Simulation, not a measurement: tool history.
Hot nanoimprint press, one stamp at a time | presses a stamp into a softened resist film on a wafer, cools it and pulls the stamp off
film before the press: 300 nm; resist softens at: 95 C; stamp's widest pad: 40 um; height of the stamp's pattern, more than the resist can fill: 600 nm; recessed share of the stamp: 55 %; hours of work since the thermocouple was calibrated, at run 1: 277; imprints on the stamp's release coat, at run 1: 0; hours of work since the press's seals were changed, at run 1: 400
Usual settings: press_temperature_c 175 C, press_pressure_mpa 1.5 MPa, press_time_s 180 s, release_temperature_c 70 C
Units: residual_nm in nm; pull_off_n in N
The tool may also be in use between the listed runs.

run   hour  press_temperature_c  press_pressure_mpa  press_time_s  release_temperature_c  hours of work since the thermocouple was calibrated  imprints on the stamp's release coat  hours of work since the press's seals were changed  residual_nm  pull_off_n
  1      0                  175                 1.5           180                     70                                                  277                                     0                                                 400        128.5       132.7
  2   46.3                  175                 1.5           180                     70                                                  297                                   153                                                 420        129.4       132.9
  3   70.4                  175                 1.5           180                     70                                                  307                                   232                                                 430          129       131.1
  4  122.4                  175                 1.5           180                     55                                                  329                                   404                                                 452          130       144.9
  5  157.6                  175                 1.5           180                     55                                                  344                                   520                                                 467          129       144.9
  6  206.9                  175                 1.5           180                     55                                                  365                                   682                                                 488        129.1       144.5
     221.7  -- stamp cleaned and given a new release coat
  7    255                  181                 1.5           180                     70                                                  382                                   110                                                 506        102.9       133.7
     286.2  -- plate thermocouple calibrated
  8  306.5                  181                 1.5           180                     70                                                    9                                   270                                                 526        102.9       132.9
  9  338.3                  180                 1.5           174                     70                                                   22                                   375                                                 540        107.4       132.9
 10  380.7                  175                 1.5           285                     70                                                   40                                   514                                                 557        109.5       134.7
 11  435.3                  180                1.05           180                     70                                                   63                                   694                                                 581        128.6       133.4
     446.1  -- stamp cleaned and given a new release coat
 12    493                  175                 1.5           107                     58                                                   85                                   154                                                 602        153.7       143.1
 13  536.1                  175                0.91           180                     70                                                  103                                   296                                                 621        165.5       133.4
 14  569.9                  175                1.08           180                     64                                                  117                                   408                                                 635        152.2       136.6
 15  604.8                  175                1.08           180                     64                                                  132                                   522                                                 650        152.4       137.2

Hidden state at the last listed run before each entry between runs and at the first one after, where it differs:
Between runs 6 and 7: stamp cleaned and given a new release coat (hour 221.7)
  grip of the stamp's worn release coat, % over a new coat's: 0.3 -> 0.1
Between runs 7 and 8: plate thermocouple calibrated (hour 286.2)
  true temperature over the reading, C: -0.08 -> 0.01; pressure that arrives at the usual setting, %: 99.88 -> 99.87
Between runs 11 and 12: stamp cleaned and given a new release coat (hour 446.1)
  true temperature over the reading, C: 0 -> -0.01; pressure that arrives at the usual setting, %: 99.86 -> 99.85; grip of the stamp's worn release coat, % over a new coat's: 0.3 -> 0.1
